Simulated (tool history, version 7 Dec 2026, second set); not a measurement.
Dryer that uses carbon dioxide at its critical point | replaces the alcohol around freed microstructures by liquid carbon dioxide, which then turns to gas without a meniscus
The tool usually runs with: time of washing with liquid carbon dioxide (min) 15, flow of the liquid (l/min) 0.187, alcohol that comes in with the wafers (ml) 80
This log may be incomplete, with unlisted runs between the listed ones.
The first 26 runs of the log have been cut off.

run     day  time of washing with liquid carbon dioxide (min)  flow of the liquid (l/min)  alcohol that comes in with the wafers (ml)  alcohol left in the vessel before it's heated (ppm by volume)
 27  10.004                                                21                       0.140                                          79                                                           1844
 28  10.275                                                21                       0.140                                          79                                                           1870
 29  10.767                                                21                       0.150                                         116                                                           2016
 30  11.304                                                21                       0.150                                         116                                                           2067
 31  11.571                                                13                       0.265                                          21                                                            277
 32  12.088                                                15                       0.193                                          24                                                            654
 33  12.379                                                10                       0.187                                          65                                                           8004
 34  12.733                                                10                       0.187                                          65                                                           8023
 35  13.292                                                10                       0.187                                          65                                                           8047
 36  13.788                                                16                       0.130                                          42                                                           3831
 37  14.338                                                11                       0.187                                          30                                                           2924

Expected results for the next run?
 38  14.833                                                14                       0.199                                          33                                                              ?

{"run 38": {"alcohol left in the vessel before it's heated (ppm by volume)": 1098}}
Take away the tool's hidden state, keep the run-to-run variation as it was, and the same run would have given alcohol left in the vessel before it's heated (ppm by volume) 663.
